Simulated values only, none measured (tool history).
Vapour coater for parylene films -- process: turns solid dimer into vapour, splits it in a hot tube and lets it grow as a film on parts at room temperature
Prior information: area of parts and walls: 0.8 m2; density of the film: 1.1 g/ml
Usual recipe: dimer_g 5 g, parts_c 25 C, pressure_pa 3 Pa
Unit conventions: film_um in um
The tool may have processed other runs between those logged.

{"run": 1, "hour": 0.0, "dimer_g": 5, "parts_c": 25, "pressure_pa": 3, "film_um": 2.85}
{"run": 2, "hour": 26.4, "dimer_g": 5, "parts_c": 25, "pressure_pa": 5.65, "film_um": 2.53}
{"run": 3, "hour": 51.9, "dimer_g": 5, "parts_c": 25, "pressure_pa": 3, "film_um": 2.88}
{"run": 4, "hour": 71.1, "dimer_g": 5, "parts_c": 25, "pressure_pa": 3, "film_um": 2.9}
{"run": 5, "hour": 93.9, "dimer_g": 5, "parts_c": 25, "pressure_pa": 3, "film_um": 2.88}
{"run": 6, "hour": 115.6, "dimer_g": 5, "parts_c": 25, "pressure_pa": 3, "film_um": 2.91}
{"run": 7, "hour": 130.2, "dimer_g": 5, "parts_c": 25, "pressure_pa": 3, "film_um": 2.89}
{"run": 8, "hour": 147.8, "dimer_g": 5, "parts_c": 25, "pressure_pa": 3, "film_um": 2.9}
{"run": 9, "hour": 169.2, "dimer_g": 5, "parts_c": 25, "pressure_pa": 3, "film_um": 2.85}
{"run": 10, "hour": 191.5, "dimer_g": 5, "parts_c": 25, "pressure_pa": 3, "film_um": 2.93}
{"run": 11, "hour": 204.9, "dimer_g": 5, "parts_c": 25, "pressure_pa": 3, "film_um": 2.93}
{"run": 12, "hour": 220.7, "dimer_g": 5, "parts_c": 25, "pressure_pa": 3, "film_um": 2.87}
{"run": 13, "hour": 245.1, "dimer_g": 5, "parts_c": 25, "pressure_pa": 3, "film_um": 2.92}
{"run": 14, "hour": 256.1, "dimer_g": 5, "parts_c": 25, "pressure_pa": 3, "film_um": 2.93}
{"run": 15, "hour": 277.3, "dimer_g": 5, "parts_c": 25, "pressure_pa": 3, "film_um": 2.9}
{"run": 16, "hour": 298.9, "dimer_g": 5, "parts_c": 25, "pressure_pa": 3, "film_um": 2.88}
{"run": 17, "hour": 321.4, "dimer_g": 8, "parts_c": 25, "pressure_pa": 3, "film_um": 4.62}
{"run": 18, "hour": 336.6, "dimer_g": 8, "parts_c": 36, "pressure_pa": 3, "film_um": 2.98}
{"run": 19, "hour": 356.3, "dimer_g": 8, "parts_c": 36, "pressure_pa": 3, "film_um": 2.89}
{"run": 20, "hour": 370.8, "dimer_g": 5, "parts_c": 25, "pressure_pa": 3, "film_um": 2.9}
{"run": 21, "hour": 384.9, "dimer_g": 5, "parts_c": 25, "pressure_pa": 3, "film_um": 2.87}
{"run": 22, "hour": 404.1, "dimer_g": 5, "parts_c": 25, "pressure_pa": 3, "film_um": 2.89}
{"run": 23, "hour": 415.4, "dimer_g": 5, "parts_c": 25, "pressure_pa": 3, "film_um": 2.89}
{"run": 24, "hour": 429.8, "dimer_g": 5, "parts_c": 23, "pressure_pa": 3, "film_um": 3.18}
{"run": 25, "hour": 452.9, "dimer_g": 5, "parts_c": 23, "pressure_pa": 4.6, "film_um": 2.91}
{"run": 26, "hour": 474.9, "dimer_g": 5, "parts_c": 25, "pressure_pa": 2.09, "film_um": 3.14}
{"run": 27, "hour": 499.9, "dimer_g": 5, "parts_c": 25, "pressure_pa": 2.09, "film_um": 3.1}
{"run": 28, "hour": 514.5, "dimer_g": 5, "parts_c": 32, "pressure_pa": 3, "film_um": 2.15}
{"run": 29, "hour": 535.6, "dimer_g": 3, "parts_c": 33, "pressure_pa": 8.14, "film_um": 1.02}

Forecast run 30:
{"run": 30, "hour": 561.2, "dimer_g": 3, "parts_c": 33, "pressure_pa": 9.86, "film_um": "?"}

film_um: 0.98 um
Without the tool's hidden state the same run would have given film_um 0.99 um.

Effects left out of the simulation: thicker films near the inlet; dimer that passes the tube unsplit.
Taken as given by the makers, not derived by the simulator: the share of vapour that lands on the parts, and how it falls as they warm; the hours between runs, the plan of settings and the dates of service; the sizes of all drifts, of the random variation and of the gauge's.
